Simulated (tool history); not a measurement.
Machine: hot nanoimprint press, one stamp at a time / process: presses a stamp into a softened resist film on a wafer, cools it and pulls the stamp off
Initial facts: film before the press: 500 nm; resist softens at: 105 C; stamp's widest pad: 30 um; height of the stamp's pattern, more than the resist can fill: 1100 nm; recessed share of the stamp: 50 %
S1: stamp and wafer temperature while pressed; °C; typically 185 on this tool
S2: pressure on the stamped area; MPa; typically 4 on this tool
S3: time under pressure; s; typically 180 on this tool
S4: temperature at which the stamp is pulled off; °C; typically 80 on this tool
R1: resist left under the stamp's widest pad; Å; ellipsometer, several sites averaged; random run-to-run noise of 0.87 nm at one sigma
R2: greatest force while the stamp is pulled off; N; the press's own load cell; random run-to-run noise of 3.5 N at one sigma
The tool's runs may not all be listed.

run 1 hour=0 | S1=185 S2=4 S3=180 S4=80 | R1=2579 R2=164
run 2 hour=75 | S1=193 S2=4 S3=180 S4=80 | R1=1872 R2=175
run 3 hour=122.7 | S1=193 S2=4 S3=180 S4=80 | R1=1886 R2=171
-- hour=167.4 plate thermocouple calibrated
run 4 hour=179.7 | S1=193 S2=4 S3=180 S4=75 | R1=1880 R2=191
run 5 hour=226.7 | S1=185 S2=4 S3=148 S4=80 | R1=2744 R2=172
run 6 hour=285.2 | S1=185 S2=4.63 S3=180 S4=80 | R1=2404 R2=171
run 7 hour=343.9 | S1=185 S2=4.63 S3=180 S4=80 | R1=2402 R2=173
run 8 hour=404 | S1=185 S2=4.63 S3=180 S4=80 | R1=2385 R2=169
run 9 hour=442 | S1=185 S2=3.79 S3=180 S4=80 | R1=2617 R2=163
-- hour=453.6 stamp cleaned and given a new release coat
run 10 hour=478.5 | S1=185 S2=4 S3=180 S4=80 | R1=2559 R2=166
run 11 hour=511.2 | S1=186 S2=4 S3=180 S4=80 | R1=2463 R2=170

Run 12, settings as shown, results not yet in. Your forecast:
run 12 hour=577.9 | S1=185 S2=5.46 S3=130 S4=80 | R1=? R2=?

Run 12 measured R1 2469 Å, R2 170 N.
The same run, on a tool lacking any hidden state, would have yielded R1 2489 Å, R2 170 N.

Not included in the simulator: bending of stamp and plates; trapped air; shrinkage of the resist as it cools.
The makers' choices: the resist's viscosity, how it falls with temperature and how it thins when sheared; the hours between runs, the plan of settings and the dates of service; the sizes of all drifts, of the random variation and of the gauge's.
